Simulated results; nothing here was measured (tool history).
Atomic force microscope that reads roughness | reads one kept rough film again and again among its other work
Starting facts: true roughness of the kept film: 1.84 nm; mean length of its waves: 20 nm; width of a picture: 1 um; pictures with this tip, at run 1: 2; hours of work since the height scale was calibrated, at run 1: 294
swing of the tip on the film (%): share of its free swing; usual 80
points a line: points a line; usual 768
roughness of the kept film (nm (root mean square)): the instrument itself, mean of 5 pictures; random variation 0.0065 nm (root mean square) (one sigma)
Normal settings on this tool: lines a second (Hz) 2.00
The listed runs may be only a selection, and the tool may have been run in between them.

| run | hour | lines a second (Hz) | swing of the tip on the film (%) | points a line | pictures with this tip | hours of work since the height scale was calibrated | roughness of the kept film (nm (root mean square)) |
|---|---|---|---|---|---|---|---|
| 1 | 0.0 | 2.00 | 80 | 768 | 2 | 294 | 1.271 |
| 2 | 12.5 | 2.00 | 80 | 768 | 15 | 301 | 1.278 |
| 3 | 24.5 | 2.00 | 80 | 768 | 26 | 307 | 1.268 |
| 4 | 39.7 | 2.00 | 80 | 768 | 41 | 315 | 1.260 |
| 5 | 46.8 | 2.00 | 77 | 768 | 48 | 319 | 1.307 |
| 6 | 63.1 | 2.00 | 80 | 586 | 64 | 328 | 1.267 |
| 7 | 75.5 | 2.00 | 80 | 586 | 77 | 334 | 1.260 |
| 8 | 83.6 | 2.00 | 80 | 585 | 85 | 338 | 1.261 |
| 9 | 98.2 | 2.00 | 80 | 585 | 99 | 346 | 1.269 |
|  | 105.5 | new tip fitted |
| 10 | 107.3 | 1.68 | 80 | 768 | 1 | 351 | 1.315 |
| 11 | 118.4 | 2.00 | 80 | 768 | 12 | 357 | 1.273 |
| 12 | 131.0 | 2.00 | 80 | 768 | 25 | 363 | 1.271 |
| 13 | 138.0 | 2.00 | 80 | 768 | 31 | 367 | 1.274 |
| 14 | 150.7 | 2.00 | 80 | 768 | 44 | 374 | 1.279 |
| 15 | 162.9 | 2.00 | 80 | 768 | 56 | 380 | 1.275 |
| 16 | 173.0 | 0.65 | 80 | 708 | 66 | 385 | 1.433 |
| 17 | 188.7 | 0.65 | 57 | 824 | 81 | 394 | 1.529 |
| 18 | 198.5 | 0.77 | 60 | 768 | 91 | 399 | 1.488 |
| 19 | 209.6 | 0.77 | 60 | 768 | 102 | 405 | 1.496 |
|  | 212.8 | new tip fitted |
| 20 | 218.5 | 1.36 | 80 | 586 | 5 | 409 | 1.342 |
| 21 | 233.4 | 0.89 | 80 | 768 | 20 | 417 | 1.409 |
| 22 | 248.2 | 0.89 | 80 | 768 | 34 | 425 | 1.409 |
| 23 | 264.5 | 0.89 | 80 | 768 | 50 | 433 | 1.409 |
| 24 | 279.2 | 1.25 | 69 | 427 | 65 | 441 | 1.409 |
| 25 | 290.5 | 1.25 | 69 | 427 | 76 | 447 | 1.412 |
| 26 | 304.1 | 1.25 | 69 | 427 | 89 | 454 | 1.417 |
| 27 | 316.0 | 1.25 | 69 | 427 | 101 | 461 | 1.416 |
|  | 320.3 | new tip fitted |
| 28 | 330.0 | 1.25 | 69 | 355 | 9 | 468 | 1.417 |
| 29 | 345.1 | 2.00 | 80 | 396 | 24 | 476 | 1.260 |

Here are 4 independent what-if runs from the current tool condition. What would each one return?
| A | 356.0 | 1.06 | 80 | 396 | 35 | 481 | ? |
| B | 356.0 | 3.02 | 67 | 278 | 35 | 481 | ? |
| C | 356.0 | 1.56 | 63 | 528 | 35 | 481 | ? |
| D | 356.0 | 1.04 | 80 | 394 | 35 | 481 | ? |

| run | roughness of the kept film (nm (root mean square)) |
|---|---|
| A | 1.371 |
| B | 1.307 |
| C | 1.435 |
| D | 1.376 |
With the hidden condition removed and each run's random variation left untouched, the same runs would have given:
| run | roughness of the kept film (nm (root mean square)) |
|---|---|
| A | 1.375 |
| B | 1.310 |
| C | 1.438 |
| D | 1.379 |

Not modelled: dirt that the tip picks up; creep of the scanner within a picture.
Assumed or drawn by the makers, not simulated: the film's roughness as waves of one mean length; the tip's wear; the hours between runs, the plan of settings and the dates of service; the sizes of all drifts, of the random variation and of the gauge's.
